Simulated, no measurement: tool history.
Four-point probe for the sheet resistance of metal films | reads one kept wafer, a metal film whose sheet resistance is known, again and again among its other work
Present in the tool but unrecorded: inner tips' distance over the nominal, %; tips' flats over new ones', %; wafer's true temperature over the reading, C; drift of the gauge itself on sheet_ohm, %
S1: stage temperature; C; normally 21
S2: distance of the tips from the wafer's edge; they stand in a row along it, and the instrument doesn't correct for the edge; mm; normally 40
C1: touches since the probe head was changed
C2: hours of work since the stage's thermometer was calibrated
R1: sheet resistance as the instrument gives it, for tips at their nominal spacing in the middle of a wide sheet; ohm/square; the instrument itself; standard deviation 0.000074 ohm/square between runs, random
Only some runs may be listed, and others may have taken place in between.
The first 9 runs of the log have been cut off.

| run | day | S1 | S2 | C1 | C2 | R1 |
|---|---|---|---|---|---|---|
| 10 | 9.479 | 21 | 40 | 11036 | 412 | 0.367799 |
| 11 | 10.212 | 21 | 40 | 11514 | 426 | 0.367813 |
| 12 | 11.233 | 21 | 6 | 12183 | 445 | 0.369026 |
| 13 | 12.429 | 21 | 6 | 12963 | 467 | 0.369347 |
| 14 | 13.646 | 21 | 6 | 13758 | 490 | 0.369253 |
| 15 | 14.8 | 18 | 40 | 14515 | 511 | 0.368698 |
| 16 | 15.958 | 18 | 40 | 15270 | 533 | 0.368609 |
| 17 | 17.196 | 18 | 40 | 16079 | 556 | 0.368716 |
| 18 | 17.95 | 18 | 40 | 16572 | 570 | 0.368698 |
| 19 | 19.158 | 18 | 40 | 17364 | 592 | 0.368793 |
| 20 | 20.358 | 18 | 40 | 18148 | 615 | 0.368607 |
| 21 | 20.925 | 18 | 40 | 18519 | 625 | 0.368705 |
| 22 | 21.971 | 18 | 40 | 19201 | 645 | 0.36878 |
| 23 | 23.183 | 28 | 8 | 19993 | 667 | 0.367482 |
| 24 | 23.804 | 28 | 8 | 20400 | 679 | 0.367521 |
| 25 | 24.879 | 27 | 35 | 21102 | 699 | 0.366982 |
| 26 | 25.533 | 21 | 6 | 21530 | 711 | 0.369707 |
| 27 | 26.083 | 25 | 7 | 21891 | 721 | 0.368337 |

Run 28, settings as shown, results not yet in. Your forecast:
| 28 | 27.196 | 18 | 40 | 22617 | 742 | ? |

R1: 0.368844 ohm/square
If the tool had no hidden condition, the same run with the same run-to-run variation would have returned R1 0.368378 ohm/square.
